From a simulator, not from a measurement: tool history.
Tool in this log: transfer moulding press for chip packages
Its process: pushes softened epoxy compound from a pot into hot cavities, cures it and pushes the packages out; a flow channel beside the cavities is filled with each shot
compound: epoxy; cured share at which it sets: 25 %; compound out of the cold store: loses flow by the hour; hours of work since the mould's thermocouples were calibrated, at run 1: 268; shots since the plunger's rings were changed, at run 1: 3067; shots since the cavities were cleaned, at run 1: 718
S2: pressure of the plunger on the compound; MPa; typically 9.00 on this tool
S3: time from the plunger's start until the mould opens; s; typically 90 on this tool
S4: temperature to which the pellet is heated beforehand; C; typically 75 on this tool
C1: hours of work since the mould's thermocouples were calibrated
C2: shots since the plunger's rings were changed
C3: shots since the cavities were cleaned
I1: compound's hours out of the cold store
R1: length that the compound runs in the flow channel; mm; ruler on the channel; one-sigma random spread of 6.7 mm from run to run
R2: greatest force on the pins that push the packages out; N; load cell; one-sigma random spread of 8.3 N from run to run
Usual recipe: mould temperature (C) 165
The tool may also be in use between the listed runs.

{"run": 1, "hour": 0.0, "mould temperature (C)": 165, "S2": 9.0, "S3": 90, "S4": 75, "C1": 268, "C2": 3067, "C3": 718, "I1": 29.7, "R1": 679, "R2": 607}
{"hour": 5.7, "done": "cavities cleaned with cleaning compound and waxed"}
{"run": 2, "hour": 9.3, "mould temperature (C)": 162, "S2": 9.0, "S3": 90, "S4": 75, "C1": 274, "C2": 3193, "C3": 59, "I1": 32.5, "R1": 671, "R2": 941}
{"run": 3, "hour": 18.3, "mould temperature (C)": 162, "S2": 9.0, "S3": 90, "S4": 75, "C1": 281, "C2": 3340, "C3": 206, "I1": 30.7, "R1": 685, "R2": 889}
{"run": 4, "hour": 36.9, "mould temperature (C)": 161, "S2": 9.0, "S3": 90, "S4": 75, "C1": 295, "C2": 3642, "C3": 508, "I1": 42.8, "R1": 655, "R2": 865}
{"run": 5, "hour": 49.5, "mould temperature (C)": 161, "S2": 9.0, "S3": 90, "S4": 75, "C1": 305, "C2": 3847, "C3": 713, "I1": 11.3, "R1": 726, "R2": 945}
{"hour": 56.6, "done": "cavities cleaned with cleaning compound and waxed"}
{"run": 6, "hour": 61.7, "mould temperature (C)": 161, "S2": 9.0, "S3": 90, "S4": 75, "C1": 313, "C2": 4020, "C3": 83, "I1": 39.9, "R1": 663, "R2": 584}
{"run": 7, "hour": 73.0, "mould temperature (C)": 165, "S2": 9.0, "S3": 96, "S4": 75, "C1": 322, "C2": 4204, "C3": 267, "I1": 29.1, "R1": 666, "R2": 459}
{"hour": 83.0, "done": "cavities cleaned with cleaning compound and waxed, once more"}
{"run": 8, "hour": 87.9, "mould temperature (C)": 165, "S2": 9.0, "S3": 96, "S4": 75, "C1": 333, "C2": 4421, "C3": 79, "I1": 14.2, "R1": 695, "R2": 379}
{"run": 9, "hour": 104.1, "mould temperature (C)": 169, "S2": 9.0, "S3": 90, "S4": 75, "C1": 345, "C2": 4685, "C3": 343, "I1": 27.6, "R1": 662, "R2": 419}
{"run": 10, "hour": 120.2, "mould temperature (C)": 165, "S2": 7.03, "S3": 90, "S4": 75, "C1": 358, "C2": 4946, "C3": 604, "I1": 40.3, "R1": 573, "R2": 567}
{"hour": 133.5, "done": "cavities cleaned with cleaning compound and waxed"}
{"run": 11, "hour": 135.4, "mould temperature (C)": 165, "S2": 9.0, "S3": 90, "S4": 75, "C1": 368, "C2": 5169, "C3": 31, "I1": 26.7, "R1": 659, "R2": 393}
{"run": 12, "hour": 149.6, "mould temperature (C)": 165, "S2": 9.0, "S3": 90, "S4": 75, "C1": 379, "C2": 5399, "C3": 261, "I1": 18.1, "R1": 677, "R2": 511}
{"run": 13, "hour": 157.2, "mould temperature (C)": 165, "S2": 10.24, "S3": 90, "S4": 82, "C1": 385, "C2": 5522, "C3": 384, "I1": 10.2, "R1": 742, "R2": 542}

What does the tool deliver on the next run?
{"run": 14, "hour": 175.2, "mould temperature (C)": 165, "S2": 9.0, "S3": 123, "S4": 82, "C1": 399, "C2": 5815, "C3": 677, "I1": 11.1, "R1": "?", "R2": "?"}

{"run 14": {"R1": 700, "R2": 410}}
Take away the tool's hidden state, keep the run-to-run variation as it was, and the same run would have given R1 749 mm, R2 251 N.
